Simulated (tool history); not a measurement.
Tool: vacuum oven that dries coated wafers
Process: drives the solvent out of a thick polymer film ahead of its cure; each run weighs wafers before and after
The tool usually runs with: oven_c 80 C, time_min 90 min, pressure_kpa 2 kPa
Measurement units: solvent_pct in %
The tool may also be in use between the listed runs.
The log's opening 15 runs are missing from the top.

run,day,oven_c,time_min,pressure_kpa,hours of work since the thermocouples were calibrated,hours of work since the vacuum gauge was cleaned of residue,solvent_pct
16,15.179,88,90,2,975,246,1.91
17,16,88,90,2,986,257,1.81
18,17.121,80,56,2,1002,273,4.1
19,18.321,80,90,2,1019,290,2.86
20,19.233,80,90,2,1032,303,2.99
21,20.321,80,90,2,1047,318,2.9
22,21.554,80,90,2,1065,336,2.95
23,22.854,80,90,4.31,1083,354,5.56
24,23.792,80,90,4.31,1096,367,5.46
25,25.021,80,90,4.31,1114,384,5.46
26,26.208,80,90,2.28,1130,401,3.16

Predict the results of run 27:
27,27.312,80,90,2.28,1146,417,?

{"run 27": {"solvent_pct": 3.2}}
With no hidden state in the tool, this same run would have given solvent_pct 3.19 %.
